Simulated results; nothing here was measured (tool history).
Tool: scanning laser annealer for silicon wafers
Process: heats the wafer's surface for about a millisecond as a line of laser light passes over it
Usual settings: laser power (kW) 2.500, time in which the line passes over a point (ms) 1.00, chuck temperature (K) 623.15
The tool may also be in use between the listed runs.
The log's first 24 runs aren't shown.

| run | hour | laser power (kW) | time in which the line passes over a point (ms) | chuck temperature (K) | hours of work since the window was cleaned | hours of work since the power meter was calibrated | hours of work since the optics were aligned | highest temperature of the surface (K) |
|---|---|---|---|---|---|---|---|---|
| 25 | 262.7 | 2.472 | 0.97 | 658.15 | 192 | 339 | 1616 | 1423.15 |
| 26 | 276.0 | 2.541 | 0.90 | 640.15 | 202 | 349 | 1626 | 1397.15 |
| 27 | 284.0 | 2.662 | 0.74 | 640.15 | 208 | 355 | 1632 | 1354.15 |
| 28 | 290.0 | 2.403 | 0.85 | 623.15 | 212 | 359 | 1636 | 1311.15 |
| 29 | 302.6 | 2.619 | 1.21 | 639.15 | 221 | 368 | 1645 | 1556.15 |
| 30 | 315.7 | 2.314 | 1.21 | 606.15 | 231 | 378 | 1655 | 1412.15 |
| 31 | 322.9 | 2.500 | 0.74 | 604.15 | 236 | 383 | 1660 | 1269.15 |
| 32 | 331.5 | 2.500 | 0.86 | 615.15 | 242 | 390 | 1666 | 1332.15 |
| 33 | 338.5 | 2.500 | 0.86 | 615.15 | 247 | 395 | 1671 | 1333.15 |
| 34 | 347.8 | 2.587 | 0.72 | 655.15 | 254 | 401 | 1678 | 1332.15 |
| 35 | 358.6 | 2.587 | 0.72 | 655.15 | 262 | 409 | 1686 | 1332.15 |
| 36 | 367.4 | 2.705 | 0.72 | 596.15 | 269 | 416 | 1693 | 1308.15 |
| 37 | 379.9 | 2.705 | 0.72 | 596.15 | 278 | 425 | 1702 | 1302.15 |
| 38 | 386.4 | 2.705 | 0.76 | 596.15 | 282 | 430 | 1707 | 1324.15 |
|  | 398.6 | optics aligned, line set to its width |
| 39 | 406.0 | 2.581 | 0.84 | 597.15 | 293 | 440 | 5 | 1337.15 |
| 40 | 415.8 | 2.500 | 1.13 | 605.15 | 300 | 448 | 13 | 1446.15 |
| 41 | 424.1 | 2.500 | 1.13 | 605.15 | 306 | 454 | 19 | 1445.15 |

4 ways to go on from here, each from the tool as it stands after run 41. What would each give?
| A | 433.2 | 2.500 | 0.70 | 605.15 | 313 | 460 | 25 | ? |
| B | 433.2 | 2.357 | 0.99 | 605.15 | 313 | 460 | 25 | ? |
| C | 433.2 | 2.426 | 1.13 | 648.15 | 313 | 460 | 25 | ? |
| D | 433.2 | 2.500 | 1.24 | 605.15 | 313 | 460 | 25 | ? |

| run | highest temperature of the surface (K) |
|---|---|
| A | 1252.15 |
| B | 1338.15 |
| C | 1459.15 |
| D | 1487.15 |
Without the tool's hidden state the same runs would have given:
| run | highest temperature of the surface (K) |
|---|---|
| A | 1277.15 |
| B | 1366.15 |
| C | 1491.15 |
| D | 1521.15 |
